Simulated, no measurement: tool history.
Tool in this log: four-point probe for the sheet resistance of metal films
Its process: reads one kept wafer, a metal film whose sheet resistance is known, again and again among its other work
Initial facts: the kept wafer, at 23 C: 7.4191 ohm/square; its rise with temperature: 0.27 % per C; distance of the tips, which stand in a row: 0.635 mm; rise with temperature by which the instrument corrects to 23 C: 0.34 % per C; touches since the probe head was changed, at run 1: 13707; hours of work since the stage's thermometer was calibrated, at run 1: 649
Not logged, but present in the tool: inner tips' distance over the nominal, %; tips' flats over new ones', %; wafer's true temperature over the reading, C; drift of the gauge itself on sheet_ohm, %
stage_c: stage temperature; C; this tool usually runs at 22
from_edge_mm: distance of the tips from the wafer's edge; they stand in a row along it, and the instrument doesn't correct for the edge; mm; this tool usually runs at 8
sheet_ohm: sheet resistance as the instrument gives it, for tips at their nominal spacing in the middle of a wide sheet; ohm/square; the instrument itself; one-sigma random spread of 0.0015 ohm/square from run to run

run	hour	stage_c	from_edge_mm	touches since the probe head was changed	hours of work since the stage's thermometer was calibrated	sheet_ohm
1	0.0	22	8	13707	649	7.448739
2	58.1	22	8	14770	691	7.446942
3	154.5	22	24	16536	763	7.425767
4	194.4	22	7	17268	792	7.455736
5	235.3	22	4	18016	822	7.524639
6	290.9	26	4	19034	863	7.503954
7	371.6	26	4	20512	923	7.506567
8	460.1	26	4	22133	988	7.503121
9	501.5	26	36	22890	1019	7.405500
10	552.6	18	5	23827	1057	7.508138
11	606.1	22	31	24806	1096	7.426764
12	647.5	20	8	25563	1127	7.457127
13	718.5	20	8	26864	1179	7.459340
14	804.8	22	47	28444	1243	7.424629
15	863.0	25	25	29510	1286	7.411419
16	928.8	33	27	30715	1334	7.375291
17	1009.7	27	5	32197	1394	7.463338

Here are 3 independent what-if runs from the current tool condition. What would each one return?
A	1090.4	32	4	33674	1454	?
B	1090.4	22	30	33674	1454	?
C	1090.4	19	12	33674	1454	?

run	sheet_ohm
A	7.479526
B	7.426908
C	7.451617
Had the tool no hidden state, the same runs would have come out as:
run	sheet_ohm
A	7.479234
B	7.426617
C	7.451324

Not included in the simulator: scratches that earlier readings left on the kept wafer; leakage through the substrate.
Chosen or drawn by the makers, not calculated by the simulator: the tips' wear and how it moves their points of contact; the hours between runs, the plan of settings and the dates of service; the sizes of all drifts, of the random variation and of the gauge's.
